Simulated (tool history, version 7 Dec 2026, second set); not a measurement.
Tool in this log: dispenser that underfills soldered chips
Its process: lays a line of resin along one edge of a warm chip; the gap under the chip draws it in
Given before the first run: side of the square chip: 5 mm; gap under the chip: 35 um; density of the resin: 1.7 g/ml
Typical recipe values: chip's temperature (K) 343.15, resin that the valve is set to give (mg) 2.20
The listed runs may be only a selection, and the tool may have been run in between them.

run   hour  chip's temperature (K)  resin that the valve is set to give (mg)  time until the resin shows at the far edge (s)  resin that the valve gave (mg)
  1    0.0                  343.15                                      2.20                                            29.0                            2.17
       8.8  -- new syringe of resin
  2   11.4                  343.15                                      2.20                                            27.1                            2.15
      20.9  -- new syringe of resin
  3   22.5                  343.15                                      2.20                                            25.8                            2.12
  4   32.2                  343.15                                      2.20                                            41.5                            2.11
      33.2  -- new syringe of resin
  5   37.5                  339.15                                      2.20                                            37.0                            2.10
      45.5  -- new syringe of resin
  6   47.9                  343.15                                      1.97                                            28.5                            1.88
  7   53.1                  337.15                                      2.20                                            47.1                            2.15
      57.9  -- new syringe of resin
  8   58.9                  343.15                                      2.40                                            25.4                            2.29
  9   64.7                  343.15                                      2.40                                            34.1                            2.28
      70.0  -- new syringe of resin
 10   71.7                  331.15                                      2.06                                            49.7                            1.94
 11   80.4                  332.15                                      2.31                                            68.5                            2.19
      82.1  -- new syringe of resin
      85.4  -- dispensing valve cleaned and set on the balance
 12   91.3                  332.15                                      2.31                                            62.3                            2.29
      95.7  -- new syringe of resin
 13   97.7                  332.15                                      2.31                                            45.9                            2.29
     107.9  -- new syringe of resin
 14  109.3                  332.15                                      2.31                                            45.7                            2.30
     119.9  -- new syringe of resin
 15  120.5                  332.15                                      2.31                                            44.1                            2.27
 16  131.3                  341.15                                      1.99                                            46.9                            1.92
     132.2  -- new syringe of resin
 17  136.9                  342.15                                      2.81                                            30.6                            2.79
 18  143.8                  342.15                                      2.51                                            41.3                            2.43

Alternative continuations, all from the tool just after run 18; predict every row:
     145.1  -- new syringe of resin
  A  155.3                  328.15                                      2.02                                               ?                               ?
     145.1  -- new syringe of resin
  B  155.3                  346.15                                      2.20                                               ?                               ?
     145.1  -- new syringe of resin
  C  155.3                  341.15                                      2.46                                               ?                               ?

run  time until the resin shows at the far edge (s)  resin that the valve gave (mg)
  A                                            83.2                            1.95
  B                                            33.0                            2.15
  C                                            41.3                            2.40
The same runs, with their run-to-run variation unchanged, on a tool lacking any hidden condition would have given:
run  time until the resin shows at the far edge (s)  resin that the valve gave (mg)
  A                                            54.9                            2.01
  B                                            21.8                            2.22
  C                                            27.5                            2.47
